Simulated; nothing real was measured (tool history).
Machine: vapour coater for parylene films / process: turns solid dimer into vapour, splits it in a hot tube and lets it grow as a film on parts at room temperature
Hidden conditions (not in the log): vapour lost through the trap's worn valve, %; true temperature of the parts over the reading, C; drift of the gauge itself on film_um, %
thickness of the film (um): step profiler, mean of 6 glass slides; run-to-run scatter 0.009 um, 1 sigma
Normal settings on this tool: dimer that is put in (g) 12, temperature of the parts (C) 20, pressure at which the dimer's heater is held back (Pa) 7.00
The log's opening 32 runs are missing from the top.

run	hour	dimer that is put in (g)	temperature of the parts (C)	pressure at which the dimer's heater is held back (Pa)	hours of work since the trap's valve was overhauled	hours of work since the table's thermometer was calibrated	thickness of the film (um)
33	1184.6	11	20	6.08	248	24	2.515
34	1211.2	11	20	6.08	267	42	2.502
35	1249.4	18	16	4.18	293	69	5.117
36	1280.5	5	19	9.13	315	90	1.081
37	1325.3	5	19	3.96	346	122	1.310
38	1348.3	5	28	6.06	362	138	0.870
39	1372.4	15	21	5.23	379	154	3.393
40	1400.8	8	17	11.04	399	174	1.744

Predict each of these 5 candidate next runs independently; none follows another, all start after run 40:
A	1432.8	18	24	11.04	421	196	?
B	1432.8	15	21	8.42	421	196	?
C	1432.8	6	24	11.04	421	196	?
D	1432.8	12	20	3.15	421	196	?
E	1432.8	12	15	9.29	421	196	?

run	thickness of the film (um)
A	3.104
B	3.050
C	1.030
D	3.173
E	2.916
What these runs would have given with no unlogged condition in the tool:
run	thickness of the film (um)
A	3.218
B	3.162
C	1.068
D	3.290
E	3.024
